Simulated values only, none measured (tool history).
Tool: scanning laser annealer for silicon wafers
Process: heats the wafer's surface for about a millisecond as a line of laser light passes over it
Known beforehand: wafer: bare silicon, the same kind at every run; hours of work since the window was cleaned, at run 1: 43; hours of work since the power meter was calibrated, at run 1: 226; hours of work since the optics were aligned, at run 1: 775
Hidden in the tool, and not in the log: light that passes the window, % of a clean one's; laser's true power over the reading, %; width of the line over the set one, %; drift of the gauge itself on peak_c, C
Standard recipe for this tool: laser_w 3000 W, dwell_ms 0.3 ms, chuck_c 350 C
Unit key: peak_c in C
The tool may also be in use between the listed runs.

run	hour	laser_w	dwell_ms	chuck_c	hours of work since the window was cleaned	hours of work since the power meter was calibrated	hours of work since the optics were aligned	peak_c
1	0	3000	0.3	350	43	226	775	1176
2	5.9	3000	0.3	332	48	230	780	1159
3	14.3	3000	0.3	360	54	237	786	1185
4	21.3	3000	0.3	350	60	242	792	1177
5	28.7	3000	0.229	350	66	248	798	1059
6	33.8	3000	0.229	350	69	252	802	1061
7	39.4	3000	0.229	350	74	256	806	1056
8	45.4	3000	0.229	350	79	261	811	1059
9	54.6	3000	0.229	350	86	268	818	1056
10	61.7	3000	0.3	350	91	273	823	1170
11	72	3000	0.3	323	99	281	831	1143
12	81.1	3000	0.3	323	106	289	838	1147
13	88.1	3000	0.3	323	112	294	844	1142
14	95	3000	0.3	323	117	299	849	1146
15	104.5	3000	0.3	323	124	307	857	1142
16	111.7	3000	0.271	350	130	312	862	1120
17	117.6	3000	0.3	350	135	317	867	1170
18	126	2656	0.3	350	141	323	873	1073
19	132	2656	0.3	350	146	328	878	1071
20	140.8	2656	0.3	350	153	335	885	1071
21	147.5	2972	0.315	350	158	340	890	1181
22	152	2972	0.315	350	161	344	893	1180
23	160.4	3223	0.367	364	168	350	900	1347
24	168.4	2722	0.273	388	174	356	906	1088
25	175.5	3144	0.307	360	180	362	912	1224
26	183.1	3118	0.3	372	185	368	918	1213
27	190.7	3118	0.3	372	191	374	924	1216
28	198.3	3118	0.3	372	197	380	929	1214
29	205.4	3118	0.3	372	203	385	935	1215
30	212.4	3000	0.212	350	208	391	940	1015
31	223.2	3000	0.212	350	217	399	949	1014
32	229.5	3240	0.273	350	222	404	954	1175
33	234	2758	0.273	377	225	407	957	1081
# hour 242.1: optics aligned, line set to its width
34	245.5	2758	0.379	366	230	412	3	1227
35	252.7	3033	0.328	377	236	418	8	1251
36	259.4	3033	0.328	377	241	423	13	1249
37	266.6	2617	0.282	331	247	429	19	1017
38	272.3	3277	0.286	340	251	433	23	1210
39	282.3	3026	0.3	353	259	441	31	1178
40	287	3026	0.3	353	262	445	35	1173

3 ways to go on from here, each from the tool as it stands after run 40. What would each give?
A	291.7	3026	0.3	336	266	448	39	?
B	291.7	2682	0.321	387	266	448	39	?
C	291.7	3000	0.357	350	266	448	39	?

run	peak_c
A	1161
B	1143
C	1252
The same runs, with their run-to-run variation unchanged, on a tool lacking any hidden condition would have given:
run	peak_c
A	1189
B	1170
C	1283
